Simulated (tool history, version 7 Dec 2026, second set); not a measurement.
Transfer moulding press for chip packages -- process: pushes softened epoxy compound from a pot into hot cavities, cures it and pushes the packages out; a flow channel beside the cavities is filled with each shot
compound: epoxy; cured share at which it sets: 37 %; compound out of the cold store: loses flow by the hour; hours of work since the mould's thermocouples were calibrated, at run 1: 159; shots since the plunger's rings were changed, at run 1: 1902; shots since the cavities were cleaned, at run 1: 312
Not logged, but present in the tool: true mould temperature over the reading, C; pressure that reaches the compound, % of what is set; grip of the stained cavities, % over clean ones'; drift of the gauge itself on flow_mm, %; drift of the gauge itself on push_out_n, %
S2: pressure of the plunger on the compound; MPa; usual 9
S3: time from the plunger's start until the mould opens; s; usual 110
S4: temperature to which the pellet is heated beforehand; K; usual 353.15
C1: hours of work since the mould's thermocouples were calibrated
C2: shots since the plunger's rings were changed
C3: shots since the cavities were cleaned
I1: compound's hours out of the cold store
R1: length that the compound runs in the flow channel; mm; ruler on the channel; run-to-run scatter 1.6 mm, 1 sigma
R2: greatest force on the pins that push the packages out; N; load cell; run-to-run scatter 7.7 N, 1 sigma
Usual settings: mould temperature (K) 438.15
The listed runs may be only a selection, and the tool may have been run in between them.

Run 1, hour 0: usual settings; C1 159; C2 1902; C3 312; I1 45.9. Result: R1 618 mm, R2 520 N.
Run 2, hour 14.2: usual settings; C1 169; C2 2073; C3 483; I1 16.3. Result: R1 741 mm, R2 557 N.
At hour 20.6: cavities cleaned with cleaning compound and waxed.
Run 3, hour 42.5: usual settings; C1 189; C2 2396; C3 265; I1 30.9. Result: R1 676 mm, R2 495 N.
At hour 56.4: plunger's sealing rings changed.
Run 4, hour 60.3: usual settings; C1 201; C2 46; C3 448; I1 19.5. Result: R1 753 mm, R2 562 N.
At hour 69.1: cavities cleaned with cleaning compound and waxed.
Run 5, hour 78.8: usual settings but S2 7.95 MPa; C1 213; C2 251; C3 117; I1 35.3. Result: R1 639 mm, R2 455 N.
Run 6, hour 102.6: usual settings but S2 7.95 MPa; C1 231; C2 537; C3 403; I1 36.9. Result: R1 631 mm, R2 536 N.
At hour 115.7: cavities cleaned with cleaning compound and waxed.
Run 7, hour 131.5: usual settings but S2 7.95 MPa; C1 252; C2 866; C3 190; I1 34. Result: R1 638 mm, R2 486 N.
Run 8, hour 150.6: usual settings but S2 7.5 MPa; C1 266; C2 1096; C3 420; I1 41.4. Result: R1 589 mm, R2 538 N.
At hour 161.6: cavities cleaned with cleaning compound and waxed.
Run 9, hour 186.1: usual settings; C1 291; C2 1505; C3 294; I1 29.7. Result: R1 690 mm, R2 520 N.
At hour 208.2: cavities cleaned with cleaning compound and waxed.
Run 10, hour 212.8: usual settings; C1 310; C2 1808; C3 56; I1 44.4. Result: R1 630 mm, R2 435 N.
Run 11, hour 244.1: usual settings; C1 333; C2 2184; C3 432; I1 10. Result: R1 771 mm, R2 561 N.
At hour 254.6: cavities cleaned with cleaning compound and waxed.
Run 12, hour 265.7: usual settings; C1 348; C2 2426; C3 133; I1 32.6. Result: R1 666 mm, R2 463 N.
At hour 277.8: plunger's sealing rings changed.
Run 13, hour 284.8: usual settings but mould temperature (K) 439.15; C1 361; C2 84; C3 333; I1 23.4. Result: R1 731 mm, R2 495 N.
At hour 304.1: cavities cleaned with cleaning compound and waxed.
Run 14, hour 309.4: usual settings but S3 102 s; C1 378; C2 362; C3 64; I1 29.9. Result: R1 700 mm, R2 473 N.
Run 15, hour 329.6: usual settings but S4 351.15 K; C1 393; C2 605; C3 307; I1 39.4. Result: R1 657 mm, R2 518 N.
At hour 350: cavities cleaned with cleaning compound and waxed.
Run 16, hour 364.4: usual settings but S4 351.15 K; C1 418; C2 1005; C3 172; I1 24.6. Result: R1 717 mm, R2 494 N.

Run 17, settings as shown, results not yet in. Your forecast:
Run 17, hour 389.2: usual settings but S4 351.15 K; C1 436; C2 1304; C3 471; I1 33.5. Result: R1 ?, R2 ?.

R1: 674 mm
R2: 561 N
Take away the tool's hidden state, keep the run-to-run variation as it was, and the same run would have given R1 692 mm, R2 421 N.
